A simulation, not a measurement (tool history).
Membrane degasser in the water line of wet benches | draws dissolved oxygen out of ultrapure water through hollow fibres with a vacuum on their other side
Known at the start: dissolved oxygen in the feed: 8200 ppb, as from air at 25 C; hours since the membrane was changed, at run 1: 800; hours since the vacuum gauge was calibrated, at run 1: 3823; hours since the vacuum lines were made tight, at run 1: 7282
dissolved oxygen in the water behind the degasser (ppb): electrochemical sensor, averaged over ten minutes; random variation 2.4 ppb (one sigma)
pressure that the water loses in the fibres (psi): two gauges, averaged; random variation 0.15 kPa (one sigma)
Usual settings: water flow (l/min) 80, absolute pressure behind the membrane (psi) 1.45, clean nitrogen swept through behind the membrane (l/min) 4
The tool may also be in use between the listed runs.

run   hour  water flow (l/min)  absolute pressure behind the membrane (psi)  clean nitrogen swept through behind the membrane (l/min)  hours since the membrane was changed  hours since the vacuum gauge was calibrated  hours since the vacuum lines were made tight  dissolved oxygen in the water behind the degasser (ppb)  pressure that the water loses in the fibres (psi)
  1      0                  80                                         1.45                                                         4                                   800                                         3823                                          7282                                                    350.1                                              3.933
  2   37.8                  80                                         1.45                                                         4                                   838                                         3861                                          7320                                                    344.1                                              3.928
  3   89.9                  80                                         1.45                                                         4                                   890                                         3913                                          7372                                                    349.9                                              3.899
  4  125.6                  80                                         1.45                                                         4                                   925                                         3949                                          7407                                                    346.2                                              3.926
  5  170.7                  58                                         1.45                                                         4                                   970                                         3994                                          7452                                                    238.9                                               2.87
  6  219.6                  80                                         1.45                                                         4                                  1019                                         4043                                          7501                                                    350.8                                              3.912
  7  249.7                 123                                         1.45                                                         4                                  1049                                         4073                                          7531                                                    608.9                                              6.093
  8  283.7                 123                                         1.45                                                         4                                  1083                                         4107                                          7565                                                    616.1                                              6.042
  9  331.2                 123                                         1.45                                                         4                                  1131                                         4154                                          7613                                                    607.1                                              6.048
 10  366.8                  95                                         1.45                                                         4                                  1167                                         4190                                          7648                                                    434.4                                              4.679
 11  416.6                  95                                         1.45                                                         4                                  1216                                         4240                                          7698                                                    437.3                                              4.689
 12    447                 122                                         1.87                                                      3.02                                  1247                                         4270                                          7729                                                    894.2                                               5.98
 13  476.7                  73                                         1.87                                                      8.26                                  1277                                         4300                                          7758                                                    237.4                                              3.587
 14  529.4                  80                                         1.45                                                      2.72                                  1329                                         4353                                          7811                                                    461.3                                              3.915
 15  571.8                 114                                         1.77                                                      3.42                                  1372                                         4395                                          7853                                                    740.3                                               5.61
 16  606.1                  81                                         1.77                                                      5.44                                  1406                                         4429                                          7888                                                    352.5                                              3.989

Run 17 comes next. What will it give?
 17  629.6                 104                                         1.77                                                      1.63                                  1429                                         4453                                          7911                                                        ?                                                  ?

Run 17 gave dissolved oxygen in the water behind the degasser (ppb) 1063.9, pressure that the water loses in the fibres (psi) 5.101.
Without the tool's hidden state the same run would have given dissolved oxygen in the water behind the degasser (ppb) 1039.1, pressure that the water loses in the fibres (psi) 5.078.
